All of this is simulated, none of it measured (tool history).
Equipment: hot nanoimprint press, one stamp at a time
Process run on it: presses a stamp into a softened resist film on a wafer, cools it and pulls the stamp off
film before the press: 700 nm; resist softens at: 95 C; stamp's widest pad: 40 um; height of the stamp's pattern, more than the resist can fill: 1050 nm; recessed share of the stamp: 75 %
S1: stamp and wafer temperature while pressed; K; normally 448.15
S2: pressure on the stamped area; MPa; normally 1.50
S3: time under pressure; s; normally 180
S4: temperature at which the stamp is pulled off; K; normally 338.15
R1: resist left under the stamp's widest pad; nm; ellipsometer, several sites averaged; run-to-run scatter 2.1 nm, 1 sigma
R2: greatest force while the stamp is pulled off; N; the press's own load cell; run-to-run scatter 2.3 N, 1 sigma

{"run": 1, "hour": 0.0, "S1": 448.15, "S2": 1.5, "S3": 180, "S4": 338.15, "R1": 355.2, "R2": 107}
{"run": 2, "hour": 50.7, "S1": 448.15, "S2": 1.5, "S3": 180, "S4": 338.15, "R1": 356.1, "R2": 117}
{"run": 3, "hour": 91.3, "S1": 448.15, "S2": 1.83, "S3": 180, "S4": 338.15, "R1": 328.2, "R2": 117}
{"run": 4, "hour": 121.7, "S1": 448.15, "S2": 1.67, "S3": 180, "S4": 338.15, "R1": 345.3, "R2": 120}
{"run": 5, "hour": 150.6, "S1": 448.15, "S2": 1.67, "S3": 180, "S4": 338.15, "R1": 342.1, "R2": 122}
{"run": 6, "hour": 177.3, "S1": 448.15, "S2": 1.5, "S3": 180, "S4": 338.15, "R1": 360.6, "R2": 123}
{"hour": 196.8, "done": "stamp cleaned and given a new release coat"}
{"run": 7, "hour": 236.9, "S1": 448.15, "S2": 1.5, "S3": 180, "S4": 338.15, "R1": 366.5, "R2": 104}
{"run": 8, "hour": 279.6, "S1": 448.15, "S2": 0.92, "S3": 180, "S4": 338.15, "R1": 435.5, "R2": 107}
{"run": 9, "hour": 309.3, "S1": 448.15, "S2": 0.92, "S3": 180, "S4": 338.15, "R1": 436.5, "R2": 107}
{"run": 10, "hour": 340.1, "S1": 448.15, "S2": 0.92, "S3": 180, "S4": 338.15, "R1": 441.8, "R2": 111}
{"run": 11, "hour": 388.1, "S1": 448.15, "S2": 0.92, "S3": 180, "S4": 338.15, "R1": 443.3, "R2": 117}
{"hour": 406.0, "done": "plate thermocouple calibrated"}
{"run": 12, "hour": 422.1, "S1": 448.15, "S2": 1.5, "S3": 180, "S4": 338.15, "R1": 353.0, "R2": 118}
{"run": 13, "hour": 468.9, "S1": 448.15, "S2": 1.5, "S3": 300, "S4": 338.15, "R1": 290.5, "R2": 119}
{"hour": 499.1, "done": "stamp cleaned and given a new release coat"}
{"run": 14, "hour": 500.2, "S1": 448.15, "S2": 1.5, "S3": 300, "S4": 338.15, "R1": 296.5, "R2": 102}
{"run": 15, "hour": 543.9, "S1": 448.15, "S2": 1.5, "S3": 300, "S4": 338.15, "R1": 296.4, "R2": 108}
{"run": 16, "hour": 593.6, "S1": 445.15, "S2": 1.55, "S3": 154, "S4": 338.15, "R1": 427.0, "R2": 108}
{"run": 17, "hour": 645.9, "S1": 449.15, "S2": 2.35, "S3": 232, "S4": 338.15, "R1": 260.3, "R2": 115}
{"run": 18, "hour": 670.0, "S1": 449.15, "S2": 1.64, "S3": 163, "S4": 338.15, "R1": 346.6, "R2": 115}
{"run": 19, "hour": 725.8, "S1": 453.15, "S2": 1.5, "S3": 180, "S4": 323.15, "R1": 290.9, "R2": 152}
{"run": 20, "hour": 778.9, "S1": 437.15, "S2": 2.29, "S3": 159, "S4": 345.15, "R1": 511.9, "R2": 106}
{"hour": 797.1, "done": "stamp cleaned and given a new release coat"}
{"run": 21, "hour": 830.9, "S1": 437.15, "S2": 2.29, "S3": 159, "S4": 345.15, "R1": 515.0, "R2": 95}
{"run": 22, "hour": 856.7, "S1": 437.15, "S2": 2.29, "S3": 159, "S4": 345.15, "R1": 513.2, "R2": 91}
{"run": 23, "hour": 907.5, "S1": 437.15, "S2": 2.29, "S3": 159, "S4": 345.15, "R1": 510.4, "R2": 96}
{"hour": 919.1, "done": "plate thermocouple calibrated"}
{"run": 24, "hour": 946.4, "S1": 437.15, "S2": 1.4, "S3": 327, "S4": 345.15, "R1": 473.6, "R2": 101}
{"run": 25, "hour": 974.8, "S1": 438.15, "S2": 1.14, "S3": 119, "S4": 338.15, "R1": 593.9, "R2": 116}
{"run": 26, "hour": 1026.8, "S1": 438.15, "S2": 1.08, "S3": 119, "S4": 338.15, "R1": 606.2, "R2": 117}
{"run": 27, "hour": 1054.1, "S1": 440.15, "S2": 1.8, "S3": 140, "S4": 323.15, "R1": 498.1, "R2": 154}
{"run": 28, "hour": 1083.8, "S1": 436.15, "S2": 1.8, "S3": 152, "S4": 332.15, "R1": 563.4, "R2": 135}
{"hour": 1094.4, "done": "stamp cleaned and given a new release coat"}
{"run": 29, "hour": 1132.2, "S1": 448.15, "S2": 1.5, "S3": 180, "S4": 336.15, "R1": 362.5, "R2": 109}

Alternative continuations, all from the tool just after run 29; predict every row:
{"run": "A", "hour": 1163.9, "S1": 448.15, "S2": 1.5, "S3": 131, "S4": 324.15, "R1": "?", "R2": "?"}
{"run": "B", "hour": 1163.9, "S1": 452.15, "S2": 1.5, "S3": 287, "S4": 336.15, "R1": "?", "R2": "?"}
{"run": "C", "hour": 1163.9, "S1": 448.15, "S2": 1.29, "S3": 188, "S4": 338.15, "R1": "?", "R2": "?"}
{"run": "D", "hour": 1163.9, "S1": 451.15, "S2": 1.5, "S3": 189, "S4": 338.15, "R1": "?", "R2": "?"}

run=A R1=404.8 R2=140
run=B R1=251.9 R2=110
run=C R1=382.1 R2=113
run=D R1=308.8 R2=107
Had the tool no hidden state, the same runs would have come out as:
run=A R1=384.8 R2=132
run=B R1=236.7 R2=103
run=C R1=363.6 R2=106
run=D R1=291.3 R2=100
